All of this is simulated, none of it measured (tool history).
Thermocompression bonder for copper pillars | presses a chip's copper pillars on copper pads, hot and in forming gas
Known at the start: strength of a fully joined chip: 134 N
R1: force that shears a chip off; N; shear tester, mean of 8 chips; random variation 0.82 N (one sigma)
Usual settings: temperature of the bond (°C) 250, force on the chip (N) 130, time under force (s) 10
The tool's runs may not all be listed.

run 1 hour=0.0 | temperature_of_the_bond_(°C)=250 force_on_the_chip_(N)=130 time_under_force_(s)=10 | R1=68.4
run 2 hour=29.6 | temperature_of_the_bond_(°C)=250 force_on_the_chip_(N)=137 time_under_force_(s)=10 | R1=72.6
run 3 hour=53.4 | temperature_of_the_bond_(°C)=250 force_on_the_chip_(N)=137 time_under_force_(s)=10 | R1=73.4
run 4 hour=88.4 | temperature_of_the_bond_(°C)=250 force_on_the_chip_(N)=137 time_under_force_(s)=10 | R1=71.9
run 5 hour=123.6 | temperature_of_the_bond_(°C)=250 force_on_the_chip_(N)=157 time_under_force_(s)=10 | R1=83.5
run 6 hour=152.5 | temperature_of_the_bond_(°C)=250 force_on_the_chip_(N)=102 time_under_force_(s)=10 | R1=54.3
run 7 hour=186.8 | temperature_of_the_bond_(°C)=250 force_on_the_chip_(N)=130 time_under_force_(s)=21 | R1=86.8
run 8 hour=215.5 | temperature_of_the_bond_(°C)=250 force_on_the_chip_(N)=130 time_under_force_(s)=10 | R1=69.7
run 9 hour=250.7 | temperature_of_the_bond_(°C)=250 force_on_the_chip_(N)=130 time_under_force_(s)=10 | R1=68.9
run 10 hour=267.5 | temperature_of_the_bond_(°C)=250 force_on_the_chip_(N)=130 time_under_force_(s)=10 | R1=69.9
run 11 hour=290.1 | temperature_of_the_bond_(°C)=257 force_on_the_chip_(N)=130 time_under_force_(s)=10 | R1=76.2
run 12 hour=305.9 | temperature_of_the_bond_(°C)=257 force_on_the_chip_(N)=130 time_under_force_(s)=10 | R1=75.4
run 13 hour=332.6 | temperature_of_the_bond_(°C)=257 force_on_the_chip_(N)=130 time_under_force_(s)=10 | R1=76.5
run 14 hour=355.6 | temperature_of_the_bond_(°C)=257 force_on_the_chip_(N)=130 time_under_force_(s)=10 | R1=76.6
run 15 hour=377.4 | temperature_of_the_bond_(°C)=257 force_on_the_chip_(N)=130 time_under_force_(s)=7 | R1=67.4
run 16 hour=401.1 | temperature_of_the_bond_(°C)=250 force_on_the_chip_(N)=130 time_under_force_(s)=10 | R1=69.2
run 17 hour=427.3 | temperature_of_the_bond_(°C)=245 force_on_the_chip_(N)=130 time_under_force_(s)=10 | R1=65.2
run 18 hour=450.0 | temperature_of_the_bond_(°C)=245 force_on_the_chip_(N)=130 time_under_force_(s)=10 | R1=64.0
run 19 hour=474.0 | temperature_of_the_bond_(°C)=245 force_on_the_chip_(N)=130 time_under_force_(s)=10 | R1=63.3
run 20 hour=504.9 | temperature_of_the_bond_(°C)=245 force_on_the_chip_(N)=130 time_under_force_(s)=10 | R1=65.5
run 21 hour=530.6 | temperature_of_the_bond_(°C)=277 force_on_the_chip_(N)=170 time_under_force_(s)=10 | R1=108.5
run 22 hour=545.6 | temperature_of_the_bond_(°C)=235 force_on_the_chip_(N)=181 time_under_force_(s)=15 | R1=84.9
run 23 hour=578.0 | temperature_of_the_bond_(°C)=235 force_on_the_chip_(N)=181 time_under_force_(s)=15 | R1=85.3
run 24 hour=594.5 | temperature_of_the_bond_(°C)=235 force_on_the_chip_(N)=181 time_under_force_(s)=15 | R1=86.1
run 25 hour=617.5 | temperature_of_the_bond_(°C)=250 force_on_the_chip_(N)=92 time_under_force_(s)=11 | R1=50.8
run 26 hour=634.0 | temperature_of_the_bond_(°C)=272 force_on_the_chip_(N)=165 time_under_force_(s)=25 | R1=120.9
run 27 hour=652.3 | temperature_of_the_bond_(°C)=262 force_on_the_chip_(N)=137 time_under_force_(s)=6 | R1=70.8
run 28 hour=678.6 | temperature_of_the_bond_(°C)=262 force_on_the_chip_(N)=137 time_under_force_(s)=6 | R1=71.7
run 29 hour=694.7 | temperature_of_the_bond_(°C)=224 force_on_the_chip_(N)=127 time_under_force_(s)=6 | R1=36.4
run 30 hour=727.5 | temperature_of_the_bond_(°C)=226 force_on_the_chip_(N)=130 time_under_force_(s)=8 | R1=43.1
run 31 hour=754.0 | temperature_of_the_bond_(°C)=226 force_on_the_chip_(N)=130 time_under_force_(s)=8 | R1=42.8
run 32 hour=782.8 | temperature_of_the_bond_(°C)=226 force_on_the_chip_(N)=130 time_under_force_(s)=8 | R1=42.5
run 33 hour=801.4 | temperature_of_the_bond_(°C)=250 force_on_the_chip_(N)=150 time_under_force_(s)=10 | R1=78.0
run 34 hour=824.4 | temperature_of_the_bond_(°C)=250 force_on_the_chip_(N)=143 time_under_force_(s)=19 | R1=91.8
run 35 hour=849.7 | temperature_of_the_bond_(°C)=277 force_on_the_chip_(N)=130 time_under_force_(s)=13 | R1=100.6
run 36 hour=875.1 | temperature_of_the_bond_(°C)=277 force_on_the_chip_(N)=130 time_under_force_(s)=13 | R1=101.3
run 37 hour=900.4 | temperature_of_the_bond_(°C)=241 force_on_the_chip_(N)=105 time_under_force_(s)=13 | R1=54.1
run 38 hour=935.8 | temperature_of_the_bond_(°C)=241 force_on_the_chip_(N)=167 time_under_force_(s)=5 | R1=61.6
run 39 hour=963.6 | temperature_of_the_bond_(°C)=220 force_on_the_chip_(N)=163 time_under_force_(s)=18 | R1=67.5

Taken out of this log: 1 entry between the listed runs. Where each belongs, and how the hidden state differs across it:
Between runs 12 and 13: forming gas filter changed (hour 314.8)
  oxide that the forming gas leaves, % of the face: 0.71 -> 0.51

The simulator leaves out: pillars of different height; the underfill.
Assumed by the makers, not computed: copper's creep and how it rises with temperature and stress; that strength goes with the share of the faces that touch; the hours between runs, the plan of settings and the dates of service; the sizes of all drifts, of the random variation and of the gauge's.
